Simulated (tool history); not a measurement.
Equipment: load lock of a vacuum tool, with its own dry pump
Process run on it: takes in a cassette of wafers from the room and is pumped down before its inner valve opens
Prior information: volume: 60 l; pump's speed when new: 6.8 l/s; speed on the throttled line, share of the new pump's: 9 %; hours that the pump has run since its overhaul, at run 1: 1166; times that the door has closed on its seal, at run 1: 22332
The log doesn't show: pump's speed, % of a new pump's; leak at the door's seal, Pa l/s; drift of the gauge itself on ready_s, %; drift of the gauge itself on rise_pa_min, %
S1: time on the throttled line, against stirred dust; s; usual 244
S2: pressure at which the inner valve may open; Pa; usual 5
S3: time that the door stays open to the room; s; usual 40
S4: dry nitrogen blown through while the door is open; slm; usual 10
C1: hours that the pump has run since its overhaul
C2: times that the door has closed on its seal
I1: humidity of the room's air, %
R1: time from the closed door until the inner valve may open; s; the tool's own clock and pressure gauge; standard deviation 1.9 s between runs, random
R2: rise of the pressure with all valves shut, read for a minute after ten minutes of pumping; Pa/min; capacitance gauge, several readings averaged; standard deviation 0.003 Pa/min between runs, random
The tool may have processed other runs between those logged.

| run | hour | S1 | S2 | S3 | S4 | C1 | C2 | I1 | R1 | R2 |
|---|---|---|---|---|---|---|---|---|---|---|
| 1 | 0.0 | 244 | 5 | 40 | 10 | 1166 | 22332 | 45.4 | 311.6 | 0.135 |
| 2 | 42.1 | 244 | 5 | 40 | 10 | 1208 | 22443 | 47.7 | 313.7 | 0.139 |
| 3 | 117.3 | 244 | 5 | 40 | 10 | 1283 | 22643 | 47.2 | 314.3 | 0.135 |
| 4 | 182.6 | 244 | 5 | 40 | 10 | 1348 | 22816 | 43.3 | 310.2 | 0.142 |
| 5 | 227.8 | 244 | 5 | 40 | 10 | 1394 | 22936 | 44.7 | 311.4 | 0.140 |
| 6 | 331.0 | 244 | 5 | 40 | 10 | 1497 | 23209 | 46.7 | 315.4 | 0.142 |
| 7 | 408.8 | 244 | 5 | 40 | 10 | 1575 | 23416 | 45.6 | 310.0 | 0.149 |
| 8 | 457.1 | 244 | 5 | 40 | 15 | 1623 | 23544 | 45.8 | 312.9 | 0.142 |
|  | 487.2 | door's seal changed, seat wiped |
| 9 | 554.0 | 244 | 5 | 40 | 15 | 1718 | 177 | 46.2 | 314.1 | 0.018 |
| 10 | 600.4 | 172 | 6 | 40 | 10 | 1765 | 300 | 45.6 | 248.3 | 0.018 |
| 11 | 704.9 | 184 | 7 | 40 | 36 | 1869 | 577 | 40.9 | 256.1 | 0.017 |
| 12 | 771.7 | 184 | 7 | 40 | 36 | 1936 | 754 | 42.2 | 257.2 | 0.011 |
| 13 | 843.1 | 469 | 7 | 40 | 5 | 2007 | 943 | 43.1 | 515.7 | 0.017 |
| 14 | 911.4 | 469 | 7 | 40 | 5 | 2076 | 1124 | 43.0 | 514.0 | 0.018 |
| 15 | 1010.7 | 244 | 5 | 72 | 4 | 2175 | 1387 | 46.9 | 314.7 | 0.031 |
| 16 | 1104.5 | 244 | 5 | 72 | 4 | 2269 | 1636 | 45.9 | 315.1 | 0.034 |
| 17 | 1162.7 | 246 | 5 | 40 | 14 | 2327 | 1790 | 42.8 | 314.3 | 0.016 |
| 18 | 1249.9 | 246 | 5 | 40 | 14 | 2414 | 2022 | 41.7 | 311.1 | 0.012 |

What if the next run were any one of these 5? Each begins from the tool's condition after run 18:
| A | 1336.4 | 244 | 5 | 52 | 44 | 2501 | 2251 | 47.6 | ? | ? |
| B | 1336.4 | 158 | 5 | 33 | 10 | 2501 | 2251 | 46.7 | ? | ? |
| C | 1336.4 | 244 | 5 | 74 | 10 | 2501 | 2251 | 44.7 | ? | ? |
| D | 1336.4 | 357 | 6 | 40 | 14 | 2501 | 2251 | 45.7 | ? | ? |
| E | 1336.4 | 246 | 8 | 40 | 10 | 2501 | 2251 | 43.5 | ? | ? |

| run | R1 | R2 |
|---|---|---|
| A | 315.6 | 0.013 |
| B | 235.4 | 0.018 |
| C | 312.8 | 0.026 |
| D | 413.8 | 0.020 |
| E | 312.3 | 0.015 |
Take away the tool's hidden state, keep each run's random variation, and the runs would have read:
| run | R1 | R2 |
|---|---|---|
| A | 312.7 | 0.009 |
| B | 232.1 | 0.014 |
| C | 309.9 | 0.022 |
| D | 411.4 | 0.015 |
| E | 309.4 | 0.010 |
